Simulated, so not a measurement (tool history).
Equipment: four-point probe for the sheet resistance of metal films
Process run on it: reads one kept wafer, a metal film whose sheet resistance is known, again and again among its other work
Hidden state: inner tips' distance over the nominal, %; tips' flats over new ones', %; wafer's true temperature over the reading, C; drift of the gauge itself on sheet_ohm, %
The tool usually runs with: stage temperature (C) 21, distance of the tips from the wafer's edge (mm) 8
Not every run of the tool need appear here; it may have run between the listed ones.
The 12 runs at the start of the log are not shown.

run     day  stage temperature (C)  distance of the tips from the wafer's edge (mm)  touches since the probe head was changed  hours of work since the stage's thermometer was calibrated  sheet resistance as the instrument gives it (ohm/square)
 13    7.05                     21                                               18                                     20278                                                         544                                                  8.065501
 14   7.854                     21                                                8                                     21394                                                         556                                                  8.149713
 15   8.592                     18                                                8                                     22414                                                         568                                                  8.146164
 16   8.988                     18                                                8                                     22962                                                         574                                                  8.147338
 17   9.388                     18                                                8                                     23512                                                         580                                                  8.143766
 18  10.112                     21                                               25                                     24515                                                         591                                                  8.056746
 19  10.492                     21                                                4                                     25041                                                         597                                                  8.453054
 20    10.9                     23                                               51                                     25609                                                         603                                                  8.049671
 21  11.562                     23                                               40                                     26527                                                         614                                                  8.049743
 22    12.4                     33                                                6                                     27681                                                         627                                                  8.258652
 23  12.867                     32                                               17                                     28332                                                         634                                                  8.086891
 24  13.229                     32                                               17                                     28831                                                         639                                                  8.088936
 25  13.738                     28                                               22                                     29537                                                         647                                                  8.069607
 26  14.458                     23                                               58                                     30530                                                         658                                                  8.050685
 27  15.033                     23                                               58                                     31330                                                         667                                                  8.048654
 28  15.796                     23                                               58                                     32382                                                         679                                                  8.050358
 29  16.138                     25                                               41                                     32857                                                         684                                                  8.055679
 30  16.621                     34                                               46                                     33522                                                         692                                                  8.070005
 31  17.433                     30                                                3                                     34647                                                         704                                                  8.763324
 32  17.867                     24                                                5                                     35247                                                         711                                                  8.318872

What will run 33 give?
 33  18.454                     34                                                9                                     36062                                                         720                                                         ?

For run 33 the tool returned sheet resistance as the instrument gives it (ohm/square) 8.152753.
If the tool had no hidden condition, the same run with the same run-to-run variation would have returned sheet resistance as the instrument gives it (ohm/square) 8.153666.
